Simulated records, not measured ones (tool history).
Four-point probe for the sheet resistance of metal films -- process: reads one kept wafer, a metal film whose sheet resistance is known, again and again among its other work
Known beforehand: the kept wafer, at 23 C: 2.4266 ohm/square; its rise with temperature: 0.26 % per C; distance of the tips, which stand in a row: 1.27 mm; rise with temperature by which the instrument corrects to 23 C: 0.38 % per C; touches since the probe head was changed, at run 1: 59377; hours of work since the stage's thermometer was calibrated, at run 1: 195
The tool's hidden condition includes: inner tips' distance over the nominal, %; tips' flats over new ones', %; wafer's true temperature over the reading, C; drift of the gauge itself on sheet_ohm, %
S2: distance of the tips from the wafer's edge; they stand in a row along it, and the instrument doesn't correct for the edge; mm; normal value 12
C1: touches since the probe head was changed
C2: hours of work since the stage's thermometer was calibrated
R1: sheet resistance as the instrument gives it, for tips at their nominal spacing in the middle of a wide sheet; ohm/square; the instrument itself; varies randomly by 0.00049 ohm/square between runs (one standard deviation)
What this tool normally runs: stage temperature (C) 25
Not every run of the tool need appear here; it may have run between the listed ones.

Run 1, hour 0.0: usual settings; C1 59377; C2 195. Result: R1 2.434660 ohm/square.
Run 2, hour 6.4: usual settings; C1 59551; C2 198. Result: R1 2.435996 ohm/square.
Run 3, hour 14.4: usual settings but stage temperature (C) 24; C1 59770; C2 201. Result: R1 2.437883 ohm/square.
Run 4, hour 25.6: usual settings but stage temperature (C) 31; C1 60074; C2 206. Result: R1 2.419090 ohm/square.
Run 5, hour 34.3: usual settings but stage temperature (C) 31; C1 60311; C2 210. Result: R1 2.418510 ohm/square.
Run 6, hour 42.3: usual settings; C1 60531; C2 214. Result: R1 2.435990 ohm/square.
Run 7, hour 49.6: usual settings; C1 60729; C2 217. Result: R1 2.436054 ohm/square.
Run 8, hour 59.3: usual settings but S2 4 mm; C1 60993; C2 221. Result: R1 2.545912 ohm/square.
Run 9, hour 69.3: usual settings but S2 4 mm; C1 61267; C2 226. Result: R1 2.545480 ohm/square.
Run 10, hour 82.7: usual settings but S2 4 mm; C1 61630; C2 232. Result: R1 2.545363 ohm/square.
Run 11, hour 91.3: usual settings but stage temperature (C) 31; C1 61865; C2 235. Result: R1 2.419845 ohm/square.
Run 12, hour 105.0: usual settings; C1 62239; C2 241. Result: R1 2.435369 ohm/square.
Run 13, hour 112.4: usual settings; C1 62440; C2 245. Result: R1 2.436191 ohm/square.
Run 14, hour 120.8: usual settings; C1 62671; C2 248. Result: R1 2.436084 ohm/square.
Run 15, hour 130.1: usual settings; C1 62923; C2 252. Result: R1 2.436119 ohm/square.
Run 16, hour 142.8: usual settings; C1 63268; C2 258. Result: R1 2.435145 ohm/square.
Run 17, hour 151.7: usual settings but S2 3 mm; C1 63513; C2 262. Result: R1 2.633596 ohm/square.
Run 18, hour 163.5: usual settings but S2 3 mm; C1 63832; C2 267. Result: R1 2.632702 ohm/square.
Run 19, hour 173.1: usual settings; C1 64096; C2 271. Result: R1 2.435167 ohm/square.
Run 20, hour 179.9: usual settings but S2 69 mm; C1 64280; C2 274. Result: R1 2.422320 ohm/square.
Run 21, hour 194.0: usual settings; C1 64665; C2 281. Result: R1 2.436079 ohm/square.
Run 22, hour 207.1: usual settings; C1 65023; C2 286. Result: R1 2.435067 ohm/square.
Run 23, hour 220.4: usual settings but S2 5 mm; C1 65383; C2 292. Result: R1 2.501624 ohm/square.
Run 24, hour 232.7: usual settings but S2 5 mm; C1 65718; C2 298. Result: R1 2.503362 ohm/square.
Run 25, hour 242.1: usual settings but S2 5 mm; C1 65975; C2 302. Result: R1 2.502629 ohm/square.
Run 26, hour 249.2: usual settings but S2 5 mm; C1 66169; C2 305. Result: R1 2.502473 ohm/square.
Run 27, hour 258.4: usual settings but stage temperature (C) 28, S2 9 mm; C1 66420; C2 309. Result: R1 2.438955 ohm/square.
Run 28, hour 266.1: usual settings but stage temperature (C) 28, S2 9 mm; C1 66629; C2 312. Result: R1 2.437416 ohm/square.
Run 29, hour 276.1: usual settings but stage temperature (C) 31, S2 13 mm; C1 66902; C2 317. Result: R1 2.417687 ohm/square.
Run 30, hour 285.4: usual settings but stage temperature (C) 23, S2 11 mm; C1 67156; C2 321. Result: R1 2.444793 ohm/square.
Run 31, hour 294.6: usual settings but stage temperature (C) 19, S2 6 mm; C1 67407; C2 325. Result: R1 2.497022 ohm/square.
Run 32, hour 309.0: usual settings but stage temperature (C) 19, S2 6 mm; C1 67798; C2 331. Result: R1 2.497212 ohm/square.
Run 33, hour 316.4: usual settings but stage temperature (C) 19, S2 17 mm; C1 68001; C2 335. Result: R1 2.445741 ohm/square.
Run 34, hour 327.6: usual settings but stage temperature (C) 24, S2 4 mm; C1 68306; C2 340. Result: R1 2.548719 ohm/square.
Run 35, hour 337.6: usual settings but stage temperature (C) 34, S2 36 mm; C1 68577; C2 344. Result: R1 2.398167 ohm/square.
Run 36, hour 349.6: usual settings but stage temperature (C) 34, S2 36 mm; C1 68905; C2 349. Result: R1 2.398033 ohm/square.
Run 37, hour 364.7: usual settings but stage temperature (C) 20, S2 7 mm; C1 69316; C2 356. Result: R1 2.477990 ohm/square.
At hour 372.8: new probe head fitted.
Run 38, hour 373.8: usual settings but stage temperature (C) 20, S2 7 mm; C1 29; C2 360. Result: R1 2.478367 ohm/square.
Run 39, hour 380.9: usual settings but stage temperature (C) 20, S2 7 mm; C1 222; C2 363. Result: R1 2.477694 ohm/square.
Run 40, hour 392.9: usual settings but stage temperature (C) 21, S2 6 mm; C1 547; C2 368. Result: R1 2.490017 ohm/square.
Run 41, hour 404.9: usual settings but S2 56 mm; C1 876; C2 373. Result: R1 2.421897 ohm/square.
Run 42, hour 415.0: usual settings but stage temperature (C) 29, S2 9 mm; C1 1149; C2 378. Result: R1 2.434115 ohm/square.
Run 43, hour 422.7: usual settings but stage temperature (C) 20, S2 9 mm; C1 1361; C2 381. Result: R1 2.460472 ohm/square.
Run 44, hour 434.8: usual settings but stage temperature (C) 20, S2 9 mm; C1 1691; C2 386. Result: R1 2.461569 ohm/square.
Run 45, hour 445.2: usual settings but stage temperature (C) 22, S2 3 mm; C1 1973; C2 391. Result: R1 2.641110 ohm/square.

Take each entry between the runs: how does the hidden state at the last listed run before it differ from the hidden state at the first listed run after it?
Runs 37 to 38: new probe head fitted (hour 372.8)
  inner tips' distance over the nominal, %: 0.021 -> 0.011; tips' flats over new ones', %: 1 -> 0
  measured less the result without the state, R1: +0.000544 -> +0.000277 ohm/square
